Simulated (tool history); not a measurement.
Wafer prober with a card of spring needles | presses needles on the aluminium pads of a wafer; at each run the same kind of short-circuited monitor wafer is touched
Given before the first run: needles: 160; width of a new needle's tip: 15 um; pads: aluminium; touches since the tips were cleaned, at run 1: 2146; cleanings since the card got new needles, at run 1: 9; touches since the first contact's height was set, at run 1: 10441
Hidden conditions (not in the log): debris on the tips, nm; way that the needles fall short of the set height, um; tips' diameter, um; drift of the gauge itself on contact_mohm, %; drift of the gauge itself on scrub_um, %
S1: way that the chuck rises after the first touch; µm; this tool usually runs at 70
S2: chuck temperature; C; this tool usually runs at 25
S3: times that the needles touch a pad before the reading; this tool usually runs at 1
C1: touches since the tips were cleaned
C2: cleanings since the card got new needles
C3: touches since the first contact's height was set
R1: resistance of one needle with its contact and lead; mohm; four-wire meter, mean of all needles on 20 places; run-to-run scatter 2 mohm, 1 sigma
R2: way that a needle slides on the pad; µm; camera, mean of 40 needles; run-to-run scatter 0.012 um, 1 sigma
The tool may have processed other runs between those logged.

Run 1, hour 0.0: usual settings; C1 2146; C2 9; C3 10441. Result: R1 227 mohm, R2 18.60 µm.
Run 2, hour 8.9: usual settings; C1 3965; C2 9; C3 12260. Result: R1 234 mohm, R2 18.59 µm.
Run 3, hour 14.6: usual settings; C1 5131; C2 9; C3 13426. Result: R1 233 mohm, R2 18.59 µm.
Run 4, hour 20.3: usual settings; C1 6303; C2 9; C3 14598. Result: R1 242 mohm, R2 18.60 µm.
At hour 22.4: tips cleaned on abrasive film.
Run 5, hour 26.1: usual settings but S1 77 µm; C1 745; C2 10; C3 15759. Result: R1 219 mohm, R2 20.42 µm.
Run 6, hour 37.0: usual settings but S1 77 µm; C1 2981; C2 10; C3 17995. Result: R1 230 mohm, R2 20.45 µm.
Run 7, hour 47.4: usual settings but S1 77 µm; C1 5108; C2 10; C3 20122. Result: R1 237 mohm, R2 20.45 µm.
Run 8, hour 53.5: usual settings but S1 77 µm; C1 6353; C2 10; C3 21367. Result: R1 230 mohm, R2 20.40 µm.
At hour 55.3: tips cleaned on abrasive film.
Run 9, hour 61.7: usual settings but S1 83 µm; C1 1320; C2 11; C3 23042. Result: R1 219 mohm, R2 22.01 µm.
Run 10, hour 70.8: usual settings but S1 83 µm; C1 3170; C2 11; C3 24892. Result: R1 224 mohm, R2 22.01 µm.
Run 11, hour 79.4: usual settings but S1 83 µm; C1 4934; C2 11; C3 26656. Result: R1 230 mohm, R2 22.00 µm.
Run 12, hour 85.6: usual settings; C1 6207; C2 11; C3 27929. Result: R1 241 mohm, R2 18.54 µm.
At hour 88.2: tips cleaned on abrasive film.
Run 13, hour 91.4: usual settings; C1 646; C2 12; C3 29089. Result: R1 223 mohm, R2 18.53 µm.
Run 14, hour 96.1: usual settings but S3 2; C1 1609; C2 12; C3 30052. Result: R1 222 mohm, R2 18.52 µm.
Run 15, hour 101.8: usual settings but S3 3; C1 2768; C2 12; C3 31211. Result: R1 220 mohm, R2 18.53 µm.
Run 16, hour 108.5: usual settings; C1 4143; C2 12; C3 32586. Result: R1 231 mohm, R2 18.52 µm.
Run 17, hour 118.7: usual settings; C1 6234; C2 12; C3 34677. Result: R1 240 mohm, R2 18.55 µm.
At hour 121.2: tips cleaned on abrasive film.
Run 18, hour 125.3: usual settings; C1 832; C2 13; C3 36004. Result: R1 222 mohm, R2 18.50 µm.
Run 19, hour 136.2: usual settings but S1 68 µm; C1 3070; C2 13; C3 38242. Result: R1 234 mohm, R2 17.98 µm.
Run 20, hour 147.1: usual settings but S2 47 C, S3 2; C1 5305; C2 13; C3 40477. Result: R1 232 mohm, R2 18.51 µm.
Run 21, hour 153.0: usual settings but S1 55 µm, S2 91 C, S3 3; C1 6517; C2 13; C3 41689. Result: R1 249 mohm, R2 14.52 µm.
At hour 154.0: tips cleaned on abrasive film.
Run 22, hour 162.1: usual settings but S1 62 µm, S2 91 C, S3 2; C1 1660; C2 14; C3 43518. Result: R1 239 mohm, R2 16.37 µm.
Run 23, hour 167.8: usual settings but S2 57 C; C1 2840; C2 14; C3 44698. Result: R1 237 mohm, R2 18.48 µm.
Run 24, hour 178.1: usual settings but S1 87 µm, S2 57 C, S3 2; C1 4944; C2 14; C3 46802. Result: R1 231 mohm, R2 23.00 µm.
At hour 187.1: tips cleaned on abrasive film.
Run 25, hour 189.4: usual settings but S1 87 µm, S2 57 C, S3 2; C1 475; C2 15; C3 49098. Result: R1 225 mohm, R2 22.98 µm.
Run 26, hour 196.0: usual settings but S1 87 µm, S2 57 C, S3 2; C1 1817; C2 15; C3 50440. Result: R1 226 mohm, R2 23.01 µm.
Run 27, hour 204.5: usual settings but S1 87 µm, S2 57 C, S3 2; C1 3562; C2 15; C3 52185. Result: R1 229 mohm, R2 23.00 µm.
Run 28, hour 215.0: usual settings but S1 87 µm, S2 57 C, S3 2; C1 5712; C2 15; C3 54335. Result: R1 231 mohm, R2 22.99 µm.
At hour 219.7: tips cleaned on abrasive film.
Run 29, hour 219.7: usual settings but S1 71 µm, S2 117 C; C1 3; C2 16; C3 55275. Result: R1 243 mohm, R2 18.73 µm.
Run 30, hour 225.1: usual settings but S1 56 µm, S2 48 C; C1 1119; C2 16; C3 56391. Result: R1 233 mohm, R2 14.72 µm.
Run 31, hour 229.7: usual settings but S1 65 µm, S2 48 C; C1 2056; C2 16; C3 57328. Result: R1 236 mohm, R2 17.10 µm.
Run 32, hour 235.0: usual settings but S1 65 µm, S2 48 C; C1 3130; C2 16; C3 58402. Result: R1 239 mohm, R2 17.13 µm.
Run 33, hour 242.6: usual settings but S1 65 µm, S2 48 C; C1 4694; C2 16; C3 59966. Result: R1 241 mohm, R2 17.12 µm.
At hour 252.5: tips cleaned on abrasive film.
Run 34, hour 253.8: usual settings but S1 65 µm, S2 53 C; C1 253; C2 17; C3 62231. Result: R1 227 mohm, R2 17.10 µm.
At hour 257.1: height of the first contact set anew.
Run 35, hour 264.6: usual settings but S1 54 µm, S2 105 C; C1 2409; C2 17; C3 1528. Result: R1 255 mohm, R2 14.36 µm.

Predict each of these 4 candidate next runs independently; none follows another, all start after run 35:
Run A, hour 270.2: usual settings but S1 55 µm; C1 3555; C2 17; C3 2674. Result: R1 ?, R2 ?.
Run B, hour 270.2: usual settings but S1 74 µm, S2 42 C; C1 3555; C2 17; C3 2674. Result: R1 ?, R2 ?.
Run C, hour 270.2: usual settings but S1 50 µm, S3 2; C1 3555; C2 17; C3 2674. Result: R1 ?, R2 ?.
Run D, hour 270.2: usual settings but S1 54 µm, S2 29 C; C1 3555; C2 17; C3 2674. Result: R1 ?, R2 ?.

run   R1     R2
  A  241  14.63
  B  234  19.66
  C  234  13.29
  D  242  14.34
Without the tool's hidden state the same runs would have given:
run   R1     R2
  A  216  14.63
  B  219  19.66
  C  217  13.29
  D  217  14.34
